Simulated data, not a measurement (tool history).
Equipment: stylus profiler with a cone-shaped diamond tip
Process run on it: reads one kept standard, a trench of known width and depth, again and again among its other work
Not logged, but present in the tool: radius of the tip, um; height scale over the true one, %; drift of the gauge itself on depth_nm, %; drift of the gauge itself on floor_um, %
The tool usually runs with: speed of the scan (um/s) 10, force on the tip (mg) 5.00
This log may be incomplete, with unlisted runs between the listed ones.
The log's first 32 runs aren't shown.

run	day	speed of the scan (um/s)	force on the tip (mg)	scans with this tip	hours of work since the height scale was calibrated	depth of the trench (angstrom)	width of the trench's floor (nm)
33	91.808	13	4.94	5734	588	2039.1	16570
34	94.808	32	2.61	6264	642	2025.3	16400
35	97.771	32	2.61	6788	696	2022.8	16350
36	100.675	3	5.12	7301	748	2039.6	16360
37	103.621	2	2.43	7821	801	2022.4	16320
38	105.967	5	7.59	8236	844	2051.9	16260
39	109.929	3	8.10	8937	916	2056.9	16250
40	112.612	2	2.22	9411	964	2018.9	16230
41	116.800	3	4.32	10151	1040	2030.9	16140
42	119.817	10	1.74	10684	1095	2014.7	16090
43	122.071	5	10.39	11082	1136	2064.5	16030
44	124.108	12	5.07	11442	1173	2037.2	15950
45	128.429	10	13.33	12205	1251	2078.6	15960

Forecast each of these 5 alternatives for the next run:
# day 128.775: height scale calibrated on a step standard
A	130.783	5	2.82	12618	36	?	?
# day 128.775: height scale calibrated on a step standard
B	130.783	4	9.46	12618	36	?	?
# day 128.775: height scale calibrated on a step standard
C	130.783	19	8.93	12618	36	?	?
# day 128.775: height scale calibrated on a step standard
D	130.783	4	4.09	12618	36	?	?
# day 128.775: height scale calibrated on a step standard
E	130.783	5	12.01	12618	36	?	?

run	depth of the trench (angstrom)	width of the trench's floor (nm)
A	2031.2	15870
B	2069.1	15860
C	2067.5	15860
D	2038.7	15830
E	2080.9	15930
With no hidden state in the tool, these same runs would have given:
run	depth of the trench (angstrom)	width of the trench's floor (nm)
A	2031.3	17160
B	2069.2	17160
C	2067.6	17160
D	2038.8	17130
E	2081.0	17230
